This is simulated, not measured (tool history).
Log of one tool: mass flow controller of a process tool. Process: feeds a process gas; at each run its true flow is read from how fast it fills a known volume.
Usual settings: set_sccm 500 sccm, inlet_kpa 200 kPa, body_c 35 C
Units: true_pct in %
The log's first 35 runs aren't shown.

{"run": 36, "hour": 3492.8, "set_sccm": 432, "inlet_kpa": 212, "body_c": 30, "true_pct": 98.57}
{"run": 37, "hour": 3584.8, "set_sccm": 432, "inlet_kpa": 212, "body_c": 30, "true_pct": 98.51}
{"run": 38, "hour": 3679.3, "set_sccm": 432, "inlet_kpa": 212, "body_c": 30, "true_pct": 98.7}
{"run": 39, "hour": 3762.9, "set_sccm": 143, "inlet_kpa": 200, "body_c": 21, "true_pct": 97.24}
{"run": 40, "hour": 3870.6, "set_sccm": 143, "inlet_kpa": 200, "body_c": 21, "true_pct": 97.19}
{"run": 41, "hour": 3979.0, "set_sccm": 189, "inlet_kpa": 240, "body_c": 33, "true_pct": 97.62}
{"run": 42, "hour": 4072.8, "set_sccm": 189, "inlet_kpa": 240, "body_c": 33, "true_pct": 97.71}
{"run": 43, "hour": 4205.0, "set_sccm": 189, "inlet_kpa": 240, "body_c": 33, "true_pct": 97.69}
{"run": 44, "hour": 4260.5, "set_sccm": 500, "inlet_kpa": 184, "body_c": 27, "true_pct": 98.76}
{"run": 45, "hour": 4328.6, "set_sccm": 187, "inlet_kpa": 167, "body_c": 35, "true_pct": 98.19}
{"run": 46, "hour": 4384.4, "set_sccm": 500, "inlet_kpa": 235, "body_c": 20, "true_pct": 97.89}
{"run": 47, "hour": 4451.1, "set_sccm": 153, "inlet_kpa": 262, "body_c": 28, "true_pct": 97.12}
{"run": 48, "hour": 4528.7, "set_sccm": 153, "inlet_kpa": 277, "body_c": 33, "true_pct": 97.45}

Forecast each of these 4 alternatives for the next run:
{"run": "A", "hour": 4620.1, "set_sccm": 632, "inlet_kpa": 216, "body_c": 37, "true_pct": "?"}
{"run": "B", "hour": 4620.1, "set_sccm": 882, "inlet_kpa": 169, "body_c": 39, "true_pct": "?"}
{"run": "C", "hour": 4620.1, "set_sccm": 102, "inlet_kpa": 149, "body_c": 24, "true_pct": "?"}
{"run": "D", "hour": 4620.1, "set_sccm": 193, "inlet_kpa": 277, "body_c": 21, "true_pct": "?"}

run=A true_pct=99.53
run=B true_pct=100.58
run=C true_pct=97.67
run=D true_pct=96.76
Without the tool's hidden state the same runs would have given:
run=A true_pct=99.54
run=B true_pct=100.59
run=C true_pct=97.69
run=D true_pct=96.77
